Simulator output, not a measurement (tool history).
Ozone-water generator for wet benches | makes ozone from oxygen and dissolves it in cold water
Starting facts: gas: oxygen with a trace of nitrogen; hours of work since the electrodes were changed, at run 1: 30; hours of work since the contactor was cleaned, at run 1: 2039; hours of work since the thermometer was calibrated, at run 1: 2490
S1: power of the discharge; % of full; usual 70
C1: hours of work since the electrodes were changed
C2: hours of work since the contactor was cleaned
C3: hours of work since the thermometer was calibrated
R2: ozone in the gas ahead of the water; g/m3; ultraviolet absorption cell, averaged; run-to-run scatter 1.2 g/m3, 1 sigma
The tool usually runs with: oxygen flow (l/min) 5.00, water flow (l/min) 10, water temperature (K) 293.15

run 1 hour=0.0 | S1=70 oxygen_flow_(l/min)=5.00 water_flow_(l/min)=10 water_temperature_(K)=293.15 | C1=30 C2=2039 C3=2490 | dissolved_ozone_(ppm)=28.1 R2=220.0
run 2 hour=64.8 | S1=70 oxygen_flow_(l/min)=5.00 water_flow_(l/min)=10 water_temperature_(K)=293.15 | C1=79 C2=2089 C3=2539 | dissolved_ozone_(ppm)=27.9 R2=218.9
-- hour=144.5 water thermometer calibrated
run 3 hour=151.6 | S1=70 oxygen_flow_(l/min)=5.00 water_flow_(l/min)=10 water_temperature_(K)=293.15 | C1=146 C2=2155 C3=5 | dissolved_ozone_(ppm)=28.0 R2=215.9
run 4 hour=269.9 | S1=70 oxygen_flow_(l/min)=6.04 water_flow_(l/min)=10 water_temperature_(K)=293.15 | C1=237 C2=2246 C3=96 | dissolved_ozone_(ppm)=27.9 R2=203.2
run 5 hour=357.4 | S1=70 oxygen_flow_(l/min)=6.04 water_flow_(l/min)=10 water_temperature_(K)=293.15 | C1=304 C2=2313 C3=164 | dissolved_ozone_(ppm)=27.6 R2=201.2
run 6 hour=413.1 | S1=81 oxygen_flow_(l/min)=5.00 water_flow_(l/min)=10 water_temperature_(K)=293.15 | C1=347 C2=2356 C3=207 | dissolved_ozone_(ppm)=31.1 R2=244.4
run 7 hour=508.0 | S1=81 oxygen_flow_(l/min)=5.00 water_flow_(l/min)=10 water_temperature_(K)=289.15 | C1=420 C2=2429 C3=280 | dissolved_ozone_(ppm)=33.8 R2=243.6
run 8 hour=564.8 | S1=81 oxygen_flow_(l/min)=5.00 water_flow_(l/min)=10 water_temperature_(K)=289.15 | C1=464 C2=2473 C3=323 | dissolved_ozone_(ppm)=33.4 R2=242.7
run 9 hour=619.5 | S1=81 oxygen_flow_(l/min)=5.00 water_flow_(l/min)=10 water_temperature_(K)=289.15 | C1=506 C2=2515 C3=365 | dissolved_ozone_(ppm)=33.0 R2=239.8

What does the tool deliver on the next run?
run 10 hour=724.2 | S1=70 oxygen_flow_(l/min)=4.03 water_flow_(l/min)=10 water_temperature_(K)=293.15 | C1=586 C2=2595 C3=446 | dissolved_ozone_(ppm)=? R2=?

{"run 10": {"dissolved ozone (ppm)": 28.1, "R2": 238.6}}
Had the tool carried no hidden state, the very same run would have given dissolved ozone (ppm) 29.0, R2 240.9 g/m3.
